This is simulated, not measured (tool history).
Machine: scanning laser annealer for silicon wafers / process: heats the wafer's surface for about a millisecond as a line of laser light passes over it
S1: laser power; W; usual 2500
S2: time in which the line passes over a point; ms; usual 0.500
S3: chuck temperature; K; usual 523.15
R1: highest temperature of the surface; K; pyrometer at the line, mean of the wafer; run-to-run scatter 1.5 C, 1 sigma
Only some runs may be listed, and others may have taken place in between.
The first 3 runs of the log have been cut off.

run 4 hour=18.3 | S1=2500 S2=0.500 S3=523.15 | R1=1290.15
run 5 hour=25.4 | S1=2500 S2=0.500 S3=523.15 | R1=1291.15
run 6 hour=36.6 | S1=2500 S2=0.500 S3=523.15 | R1=1290.15
run 7 hour=44.2 | S1=2500 S2=0.500 S3=523.15 | R1=1287.15
run 8 hour=53.6 | S1=2500 S2=0.500 S3=523.15 | R1=1291.15
run 9 hour=60.3 | S1=2500 S2=0.500 S3=523.15 | R1=1291.15
run 10 hour=65.0 | S1=2500 S2=0.500 S3=523.15 | R1=1290.15
run 11 hour=70.0 | S1=2500 S2=0.500 S3=523.15 | R1=1292.15
run 12 hour=75.8 | S1=2613 S2=0.500 S3=523.15 | R1=1323.15
run 13 hour=83.8 | S1=2613 S2=0.500 S3=523.15 | R1=1323.15
run 14 hour=94.4 | S1=2500 S2=0.602 S3=523.15 | R1=1360.15
run 15 hour=101.1 | S1=2500 S2=0.602 S3=523.15 | R1=1357.15
run 16 hour=109.2 | S1=2500 S2=0.500 S3=533.15 | R1=1299.15
run 17 hour=117.1 | S1=2500 S2=0.500 S3=523.15 | R1=1286.15
run 18 hour=127.2 | S1=2500 S2=0.500 S3=484.15 | R1=1247.15
run 19 hour=134.2 | S1=2352 S2=0.500 S3=484.15 | R1=1205.15
run 20 hour=145.5 | S1=2352 S2=0.500 S3=484.15 | R1=1202.15
run 21 hour=152.2 | S1=2750 S2=0.469 S3=523.15 | R1=1342.15
run 22 hour=160.5 | S1=2188 S2=0.375 S3=555.15 | R1=1142.15
run 23 hour=167.9 | S1=2188 S2=0.375 S3=555.15 | R1=1139.15
run 24 hour=177.6 | S1=2188 S2=0.375 S3=555.15 | R1=1141.15
run 25 hour=183.8 | S1=2507 S2=0.500 S3=496.15 | R1=1264.15

For run 26, what comes out?
run 26 hour=190.3 | S1=2507 S2=0.500 S3=496.15 | R1=?

R1: 1263.15 K
If the tool had no hidden condition, the same run with the same run-to-run variation would have returned R1 1284.15 K.

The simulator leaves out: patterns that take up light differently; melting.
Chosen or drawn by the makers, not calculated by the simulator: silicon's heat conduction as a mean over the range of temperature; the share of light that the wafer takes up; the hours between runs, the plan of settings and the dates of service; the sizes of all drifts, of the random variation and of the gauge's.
